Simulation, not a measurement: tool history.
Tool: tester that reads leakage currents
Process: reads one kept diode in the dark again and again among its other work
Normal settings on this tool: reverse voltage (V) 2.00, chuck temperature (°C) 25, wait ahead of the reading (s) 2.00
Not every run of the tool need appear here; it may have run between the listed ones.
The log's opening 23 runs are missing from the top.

run	hour	reverse voltage (V)	chuck temperature (°C)	wait ahead of the reading (s)	hours of work since the probe card was cleaned	hours of work since the tester was calibrated	hours of work since the chuck was calibrated	current that the tester gives (pA)
24	2260.8	1.98	47	7.94	2100	2151	438	199.56
25	2320.8	1.98	47	7.94	2128	2179	467	199.29
26	2425.4	3.61	40	3.04	2178	2230	517	170.41
27	2479.4	11.33	31	2.00	2204	2255	543	167.97
28	2542.3	11.33	31	2.00	2234	2286	573	167.72
29	2594.0	2.00	46	0.68	2259	2310	598	187.64
30	2654.4	2.00	46	0.68	2288	2339	627	186.82
31	2754.7	11.39	60	1.38	2336	2387	675	1265.93
32	2831.8	11.39	60	1.38	2373	2424	712	1267.23
# hour 2902.6: chuck's temperature calibrated
33	2925.7	11.39	47	0.68	2417	2468	11	539.48
34	3006.5	2.00	38	2.65	2456	2507	50	105.61
35	3077.9	2.00	38	0.81	2490	2541	84	106.61
36	3187.5	2.00	38	0.81	2543	2594	137	105.93
37	3261.6	18.75	23	1.62	2578	2630	172	120.74
38	3312.7	18.75	23	1.62	2603	2654	197	120.29
39	3384.9	7.53	20	4.41	2638	2689	231	55.40

Consider 4 possible next runs. They are alternatives, not a sequence: every one starts from the tool as it was left by run 39. What does each give?
A	3459.7	10.26	55	1.77	2673	2725	267	?
B	3459.7	4.07	36	3.84	2673	2725	267	?
C	3459.7	1.04	20	3.43	2673	2725	267	?
D	3459.7	7.53	26	9.44	2673	2725	267	?

run	current that the tester gives (pA)
A	863.90
B	136.42
C	18.05
D	89.73
The same runs, with their run-to-run variation unchanged, on a tool lacking any hidden condition would have given:
run	current that the tester gives (pA)
A	864.06
B	136.42
C	18.04
D	89.67

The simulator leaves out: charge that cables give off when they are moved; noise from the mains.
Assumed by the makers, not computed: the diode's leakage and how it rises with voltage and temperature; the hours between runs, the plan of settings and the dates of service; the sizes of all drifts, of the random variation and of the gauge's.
